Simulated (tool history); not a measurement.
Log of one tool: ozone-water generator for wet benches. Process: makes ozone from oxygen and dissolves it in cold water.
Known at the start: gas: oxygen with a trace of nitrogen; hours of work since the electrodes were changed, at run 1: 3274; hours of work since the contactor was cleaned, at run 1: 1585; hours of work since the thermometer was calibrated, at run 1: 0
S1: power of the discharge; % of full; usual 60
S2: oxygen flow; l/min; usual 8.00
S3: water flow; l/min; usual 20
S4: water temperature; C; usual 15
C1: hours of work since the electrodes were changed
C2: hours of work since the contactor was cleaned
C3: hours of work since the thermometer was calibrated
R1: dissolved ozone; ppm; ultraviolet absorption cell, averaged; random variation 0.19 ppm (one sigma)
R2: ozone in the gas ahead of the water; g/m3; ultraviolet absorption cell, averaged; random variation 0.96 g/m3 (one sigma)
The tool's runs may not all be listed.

run 1 hour=0.0 | S1=60 S2=8.00 S3=20 S4=15 | C1=3274 C2=1585 C3=0 | R1=25.3 R2=158.2
run 2 hour=121.3 | S1=60 S2=8.00 S3=20 S4=15 | C1=3365 C2=1676 C3=91 | R1=25.5 R2=155.0
run 3 hour=202.4 | S1=60 S2=8.00 S3=20 S4=15 | C1=3426 C2=1736 C3=151 | R1=25.4 R2=156.9
run 4 hour=272.9 | S1=60 S2=8.00 S3=20 S4=15 | C1=3478 C2=1789 C3=204 | R1=25.1 R2=158.7
run 5 hour=357.4 | S1=60 S2=8.00 S3=20 S4=15 | C1=3541 C2=1852 C3=267 | R1=24.9 R2=157.7
run 6 hour=435.4 | S1=60 S2=8.00 S3=20 S4=15 | C1=3600 C2=1910 C3=325 | R1=25.0 R2=155.9
run 7 hour=553.7 | S1=60 S2=8.00 S3=20 S4=15 | C1=3688 C2=1999 C3=414 | R1=25.1 R2=156.5
run 8 hour=642.1 | S1=61 S2=8.00 S3=20 S4=15 | C1=3754 C2=2065 C3=480 | R1=24.8 R2=158.7
run 9 hour=769.9 | S1=61 S2=8.00 S3=20 S4=15 | C1=3850 C2=2160 C3=575 | R1=25.0 R2=156.6
run 10 hour=886.5 | S1=89 S2=8.00 S3=20 S4=15 | C1=3937 C2=2247 C3=662 | R1=30.9 R2=192.1
run 11 hour=986.7 | S1=60 S2=7.29 S3=20 S4=15 | C1=4011 C2=2322 C3=737 | R1=24.8 R2=162.4
run 12 hour=1062.1 | S1=60 S2=7.29 S3=20 S4=15 | C1=4068 C2=2378 C3=794 | R1=25.1 R2=164.3
run 13 hour=1130.5 | S1=60 S2=7.29 S3=20 S4=15 | C1=4119 C2=2430 C3=845 | R1=24.8 R2=162.9
run 14 hour=1235.3 | S1=60 S2=8.00 S3=20 S4=21 | C1=4197 C2=2508 C3=923 | R1=22.2 R2=156.5
run 15 hour=1356.0 | S1=60 S2=8.00 S3=20 S4=14 | C1=4287 C2=2598 C3=1013 | R1=24.8 R2=156.3
run 16 hour=1482.0 | S1=60 S2=8.00 S3=20 S4=18 | C1=4382 C2=2692 C3=1107 | R1=23.6 R2=155.3
run 17 hour=1598.6 | S1=60 S2=7.47 S3=20 S4=15 | C1=4469 C2=2779 C3=1194 | R1=24.5 R2=160.6
run 18 hour=1680.8 | S1=60 S2=5.00 S3=20 S4=15 | C1=4530 C2=2841 C3=1256 | R1=24.7 R2=199.0
run 19 hour=1799.4 | S1=60 S2=5.00 S3=20 S4=15 | C1=4619 C2=2929 C3=1344 | R1=24.2 R2=198.1
run 20 hour=1928.5 | S1=44 S2=8.00 S3=25 S4=23 | C1=4715 C2=3026 C3=1441 | R1=16.0 R2=131.1
run 21 hour=2015.0 | S1=69 S2=6.30 S3=18 S4=8 | C1=4780 C2=3090 C3=1505 | R1=31.7 R2=188.5
run 22 hour=2087.9 | S1=69 S2=6.30 S3=18 S4=8 | C1=4834 C2=3145 C3=1560 | R1=31.3 R2=186.4
run 23 hour=2207.7 | S1=69 S2=7.24 S3=13 S4=8 | C1=4924 C2=3234 C3=1649 | R1=38.2 R2=175.7
run 24 hour=2340.8 | S1=54 S2=12.31 S3=20 S4=15 | C1=5023 C2=3334 C3=1749 | R1=22.2 R2=115.3
run 25 hour=2413.3 | S1=46 S2=12.31 S3=29 S4=15 | C1=5077 C2=3388 C3=1803 | R1=16.4 R2=108.8
run 26 hour=2535.7 | S1=46 S2=12.31 S3=29 S4=15 | C1=5169 C2=3479 C3=1894 | R1=16.4 R2=107.8
run 27 hour=2608.7 | S1=46 S2=12.31 S3=29 S4=17 | C1=5223 C2=3534 C3=1949 | R1=15.9 R2=106.2
run 28 hour=2675.9 | S1=46 S2=10.57 S3=29 S4=17 | C1=5274 C2=3584 C3=1999 | R1=16.0 R2=114.7
run 29 hour=2802.8 | S1=97 S2=10.57 S3=27 S4=17 | C1=5368 C2=3679 C3=2094 | R1=24.6 R2=170.8
run 30 hour=2889.6 | S1=97 S2=4.90 S3=22 S4=17 | C1=5433 C2=3744 C3=2159 | R1=28.2 R2=254.9
run 31 hour=2989.3 | S1=76 S2=8.00 S3=13 S4=16 | C1=5508 C2=3818 C3=2233 | R1=33.8 R2=172.5
run 32 hour=3119.4 | S1=91 S2=8.00 S3=22 S4=15 | C1=5605 C2=3916 C3=2331 | R1=28.2 R2=187.5
run 33 hour=3211.9 | S1=46 S2=4.92 S3=13 S4=8 | C1=5674 C2=3985 C3=2400 | R1=31.2 R2=172.9
run 34 hour=3314.1 | S1=86 S2=8.79 S3=13 S4=14 | C1=5750 C2=4061 C3=2476 | R1=36.8 R2=174.0

Forecast each of these 3 alternatives for the next run:
run A hour=3417.7 | S1=60 S2=8.00 S3=13 S4=15 | C1=5828 C2=4138 C3=2553 | R1=? R2=?
run B hour=3417.7 | S1=95 S2=4.72 S3=13 S4=14 | C1=5828 C2=4138 C3=2553 | R1=? R2=?
run C hour=3417.7 | S1=60 S2=9.26 S3=31 S4=15 | C1=5828 C2=4138 C3=2553 | R1=? R2=?

run=A R1=30.2 R2=152.2
run=B R1=40.7 R2=253.9
run=C R1=18.1 R2=140.8
Without the tool's hidden state the same runs would have given:
run=A R1=33.4 R2=164.3
run=B R1=45.9 R2=279.9
run=C R1=20.2 R2=152.0

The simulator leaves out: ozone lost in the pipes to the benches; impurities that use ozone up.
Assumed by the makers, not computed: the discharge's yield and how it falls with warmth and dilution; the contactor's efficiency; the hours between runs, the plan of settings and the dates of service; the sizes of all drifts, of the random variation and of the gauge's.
